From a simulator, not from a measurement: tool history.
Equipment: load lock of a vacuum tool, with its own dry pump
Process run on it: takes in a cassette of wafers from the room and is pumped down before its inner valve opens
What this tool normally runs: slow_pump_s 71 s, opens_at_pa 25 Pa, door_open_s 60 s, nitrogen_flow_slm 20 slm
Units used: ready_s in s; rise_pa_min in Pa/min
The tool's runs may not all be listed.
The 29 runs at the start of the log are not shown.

run	hour	slow_pump_s	opens_at_pa	door_open_s	nitrogen_flow_slm	incoming humidity of the room's air, %	ready_s	rise_pa_min
30	3161.8	47	49	44	20	46.8	70	0.341
31	3231	47	49	44	20	48.8	70	0.338
32	3318.8	47	49	44	20	42.2	69.9	0.346
33	3408.9	47	49	44	20	45.6	70.1	0.351
34	3501.8	47	49	44	20	46	70	0.35
35	3596.6	47	49	44	20	42.4	70	0.354
36	3737.7	71	25	51	14	47	93.9	0.361
37	3890.6	96	28	62	15	46.1	116	0.379
38	4049.6	96	39	35	15	47.4	113.5	0.37

Here are 3 independent what-if runs from the current tool condition. What would each one return?
A	4142.7	74	25	60	4	45.8	?	?
B	4142.7	66	39	37	15	44.3	?	?
C	4142.7	96	36	40	15	44.4	?	?

run	ready_s	rise_pa_min
A	96.6	0.385
B	87.7	0.384
C	114.6	0.379
Without the tool's hidden state the same runs would have given:
run	ready_s	rise_pa_min
A	95.2	0.03
B	86.4	0.019
C	113.4	0.02
